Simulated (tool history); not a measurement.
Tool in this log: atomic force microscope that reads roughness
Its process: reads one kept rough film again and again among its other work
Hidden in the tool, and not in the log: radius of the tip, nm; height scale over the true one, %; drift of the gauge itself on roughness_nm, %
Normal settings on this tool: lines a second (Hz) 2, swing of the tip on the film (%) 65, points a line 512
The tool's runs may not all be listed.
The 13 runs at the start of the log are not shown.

| run | hour | lines a second (Hz) | swing of the tip on the film (%) | points a line | pictures with this tip | hours of work since the height scale was calibrated | roughness of the kept film (nm (root mean square)) |
|---|---|---|---|---|---|---|---|
| 14 | 142.1 | 2 | 65 | 512 | 264 | 412 | 2.119 |
| 15 | 151.5 | 2 | 65 | 261 | 280 | 417 | 2.043 |
| 16 | 166.3 | 2 | 65 | 261 | 304 | 425 | 1.973 |
| 17 | 173.5 | 2 | 65 | 261 | 316 | 430 | 1.924 |
|  | 179.4 | new tip fitted |
| 18 | 181.7 | 2 | 65 | 261 | 4 | 434 | 3.39 |
| 19 | 188.4 | 2.29 | 65 | 512 | 15 | 437 | 3.404 |
| 20 | 200.6 | 2.29 | 65 | 512 | 36 | 444 | 3.204 |
| 21 | 208.8 | 2.29 | 65 | 512 | 49 | 449 | 3.147 |
| 22 | 215.7 | 2 | 65 | 512 | 61 | 453 | 3.08 |
| 23 | 227.8 | 2 | 65 | 899 | 81 | 459 | 2.957 |
| 24 | 243.7 | 2 | 65 | 899 | 107 | 468 | 2.813 |
| 25 | 256.2 | 1.29 | 74 | 275 | 128 | 475 | 2.629 |
| 26 | 268.6 | 1.29 | 58 | 258 | 149 | 482 | 2.574 |
| 27 | 277.7 | 1.36 | 88 | 512 | 164 | 487 | 2.408 |
| 28 | 284.6 | 2.63 | 62 | 665 | 175 | 491 | 2.476 |
| 29 | 294.5 | 2.63 | 62 | 665 | 192 | 496 | 2.415 |
| 30 | 309.5 | 0.99 | 78 | 535 | 217 | 505 | 2.321 |
| 31 | 316.5 | 3.15 | 65 | 342 | 229 | 509 | 2.19 |
| 32 | 323.4 | 3.15 | 68 | 991 | 240 | 512 | 2.19 |
| 33 | 336.2 | 3.15 | 68 | 991 | 261 | 520 | 2.112 |
| 34 | 347 | 0.92 | 84 | 512 | 279 | 526 | 2.116 |
| 35 | 354.9 | 0.92 | 87 | 979 | 293 | 530 | 2.056 |
| 36 | 363.7 | 1.72 | 62 | 929 | 307 | 535 | 2.068 |
|  | 375.4 | new tip fitted |
| 37 | 380.7 | 2.84 | 62 | 929 | 9 | 544 | 3.428 |
| 38 | 395.5 | 3.16 | 86 | 512 | 33 | 552 | 2.838 |

Expected results for the next run?
| 39 | 405 | 3.16 | 86 | 512 | 49 | 557 | ? |

{"run 39": {"roughness of the kept film (nm (root mean square))": 2.706}}
Had the tool carried no hidden state, the very same run would have given roughness of the kept film (nm (root mean square)) 3.099.
